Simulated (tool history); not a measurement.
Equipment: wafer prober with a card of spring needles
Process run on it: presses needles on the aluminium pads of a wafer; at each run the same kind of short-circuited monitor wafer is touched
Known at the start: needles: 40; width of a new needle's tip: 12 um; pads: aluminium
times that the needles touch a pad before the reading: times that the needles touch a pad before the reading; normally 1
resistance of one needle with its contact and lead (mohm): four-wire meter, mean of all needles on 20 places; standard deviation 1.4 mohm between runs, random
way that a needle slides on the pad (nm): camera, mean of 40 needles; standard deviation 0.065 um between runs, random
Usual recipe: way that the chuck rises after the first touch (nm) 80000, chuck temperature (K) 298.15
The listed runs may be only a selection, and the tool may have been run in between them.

| run | hour | way that the chuck rises after the first touch (nm) | chuck temperature (K) | times that the needles touch a pad before the reading | resistance of one needle with its contact and lead (mohm) | way that a needle slides on the pad (nm) |
|---|---|---|---|---|---|---|
| 1 | 0 | 80000 | 298.15 | 1 | 154 | 17140 |
|  | 12.9 | tips cleaned on abrasive film |
| 2 | 17.8 | 80000 | 298.15 | 1 | 144 | 16910 |
| 3 | 35.5 | 80000 | 298.15 | 1 | 167 | 17050 |
|  | 36.5 | tips cleaned on abrasive film |
| 4 | 51.7 | 80000 | 298.15 | 1 | 162 | 17000 |
|  | 60.7 | tips cleaned on abrasive film |
| 5 | 66.6 | 80000 | 298.15 | 1 | 145 | 17020 |
| 6 | 79.8 | 80000 | 298.15 | 1 | 164 | 16990 |
|  | 84.8 | tips cleaned on abrasive film |
| 7 | 87.3 | 80000 | 298.15 | 1 | 137 | 16930 |
| 8 | 102.1 | 80000 | 298.15 | 1 | 160 | 16950 |
|  | 109.1 | tips cleaned on abrasive film |
| 9 | 117.4 | 80000 | 298.15 | 1 | 150 | 16950 |
| 10 | 128.3 | 80000 | 298.15 | 1 | 164 | 16970 |
|  | 132.9 | tips cleaned on abrasive film |
| 11 | 144.4 | 80000 | 389.15 | 1 | 166 | 16980 |
|  | 146 | height of the first contact set anew |
|  | 156.7 | tips cleaned on abrasive film |
| 12 | 157 | 80000 | 298.15 | 1 | 133 | 16810 |
| 13 | 171.7 | 80000 | 323.15 | 1 | 163 | 16920 |
| 14 | 179.8 | 80000 | 323.15 | 1 | 170 | 16760 |
|  | 181.2 | tips cleaned on abrasive film |
| 15 | 192 | 80000 | 379.15 | 1 | 164 | 16810 |
|  | 205 | tips cleaned on abrasive film |
| 16 | 207.2 | 80000 | 298.15 | 1 | 137 | 16690 |
|  | 211.5 | height of the first contact set anew, once more |
| 17 | 214.7 | 80000 | 298.15 | 1 | 151 | 17170 |

Run 18 has not been measured yet. What should we expect?
| 18 | 227.5 | 89000 | 324.15 | 2 | ? | ? |

{"run 18": {"resistance of one needle with its contact and lead (mohm)": 150, "way that a needle slides on the pad (nm)": 18940}}
With no hidden state in the tool, this same run would have given resistance of one needle with its contact and lead (mohm) 130, way that a needle slides on the pad (nm) 18940.
